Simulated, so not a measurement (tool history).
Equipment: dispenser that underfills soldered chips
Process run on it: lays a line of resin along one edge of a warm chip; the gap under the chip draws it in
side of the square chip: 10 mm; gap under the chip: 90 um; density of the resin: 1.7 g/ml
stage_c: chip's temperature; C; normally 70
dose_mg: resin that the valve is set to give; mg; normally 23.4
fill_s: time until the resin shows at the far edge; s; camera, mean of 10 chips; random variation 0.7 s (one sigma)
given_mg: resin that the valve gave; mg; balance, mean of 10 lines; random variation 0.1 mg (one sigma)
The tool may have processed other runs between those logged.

| run | hour | stage_c | dose_mg | fill_s | given_mg |
|---|---|---|---|---|---|
| 1 | 0.0 | 70 | 23.4 | 78.4 | 21.29 |
|  | 1.5 | dispensing valve cleaned and set on the balance |
| 2 | 3.6 | 70 | 23.4 | 86.9 | 23.58 |
|  | 9.1 | new syringe of resin |
| 3 | 9.3 | 70 | 23.4 | 65.5 | 23.54 |
| 4 | 14.2 | 70 | 23.4 | 83.2 | 23.37 |
| 5 | 19.6 | 70 | 23.4 | 109.2 | 23.18 |
|  | 20.7 | new syringe of resin |
| 6 | 23.6 | 70 | 23.4 | 76.3 | 23.12 |
| 7 | 26.4 | 70 | 23.4 | 85.0 | 23.11 |
|  | 32.3 | new syringe of resin |
| 8 | 32.3 | 70 | 23.4 | 64.1 | 22.98 |
| 9 | 35.4 | 70 | 23.4 | 75.2 | 23.08 |
| 10 | 40.1 | 70 | 23.4 | 96.9 | 22.95 |
|  | 43.7 | new syringe of resin |
| 11 | 44.0 | 70 | 23.4 | 65.6 | 22.78 |
| 12 | 48.0 | 70 | 23.4 | 80.7 | 22.79 |
| 13 | 52.5 | 70 | 23.4 | 101.0 | 22.73 |
|  | 55.5 | new syringe of resin |
| 14 | 56.8 | 70 | 23.4 | 68.9 | 22.65 |
| 15 | 61.6 | 70 | 23.4 | 89.1 | 22.51 |
| 16 | 66.0 | 70 | 23.4 | 110.6 | 22.65 |
|  | 67.1 | new syringe of resin |
| 17 | 71.2 | 70 | 23.4 | 80.0 | 22.53 |
| 18 | 73.8 | 70 | 23.4 | 92.2 | 22.57 |
| 19 | 76.6 | 63 | 29.0 | 125.7 | 27.67 |
|  | 78.6 | new syringe of resin |
| 20 | 80.2 | 63 | 29.0 | 88.0 | 27.55 |
| 21 | 82.6 | 79 | 27.0 | 60.6 | 25.78 |
| 22 | 87.0 | 70 | 30.1 | 98.1 | 28.77 |
|  | 90.0 | new syringe of resin |
| 23 | 92.1 | 83 | 26.7 | 48.3 | 25.45 |
| 24 | 95.1 | 61 | 23.0 | 110.2 | 21.80 |
| 25 | 100.5 | 64 | 29.2 | 129.8 | 27.56 |
|  | 101.8 | new syringe of resin |
| 26 | 106.5 | 56 | 23.4 | 127.4 | 21.98 |
| 27 | 109.4 | 56 | 23.4 | 150.7 | 21.97 |
|  | 113.3 | new syringe of resin |
| 28 | 114.5 | 84 | 25.3 | 46.4 | 23.80 |
| 29 | 119.0 | 84 | 25.3 | 57.4 | 23.46 |
| 30 | 123.0 | 82 | 26.8 | 72.5 | 24.74 |
|  | 125.0 | new syringe of resin |
| 31 | 126.0 | 82 | 21.3 | 49.0 | 19.91 |
| 32 | 129.1 | 81 | 30.2 | 55.9 | 27.82 |
| 33 | 133.0 | 60 | 25.3 | 133.4 | 23.42 |
|  | 136.4 | new syringe of resin |
| 34 | 137.1 | 71 | 24.1 | 68.3 | 22.17 |
| 35 | 142.8 | 76 | 21.4 | 79.9 | 19.67 |
| 36 | 146.8 | 72 | 23.5 | 106.5 | 21.50 |

For some of the steps in fill_s from one run to the next: how much would appear even if the tool had no hidden state, given the settings, what came in and random variation, and how much remains for the hidden state plus any gauge scatter that the measured result and the result without hidden state don't share?
Hidden state at play: resin's viscosity, % of fresh resin's; dose that the valve gives, % of what is set; true chip temperature over the reading, C; drift of the gauge itself on fill_s, %; drift of the gauge itself on given_mg, %.
Run 19 -> 20: new syringe of resin. fill_s -37.7 s: hidden state -39.6, all else +1.9.
Run 27 -> 28: stage_c 56 -> 84, dose_mg 23.4 -> 25.3, new syringe of resin. fill_s -104.3 s: hidden state -47.0, all else -57.3.
Run 32 -> 33: stage_c 81 -> 60, dose_mg 30.2 -> 25.3. fill_s +77.5 s: hidden state +35.4, all else +42.1.
Run 33 -> 34: stage_c 60 -> 71, dose_mg 25.3 -> 24.1, new syringe of resin. fill_s -65.1 s: hidden state -40.7, all else -24.4.

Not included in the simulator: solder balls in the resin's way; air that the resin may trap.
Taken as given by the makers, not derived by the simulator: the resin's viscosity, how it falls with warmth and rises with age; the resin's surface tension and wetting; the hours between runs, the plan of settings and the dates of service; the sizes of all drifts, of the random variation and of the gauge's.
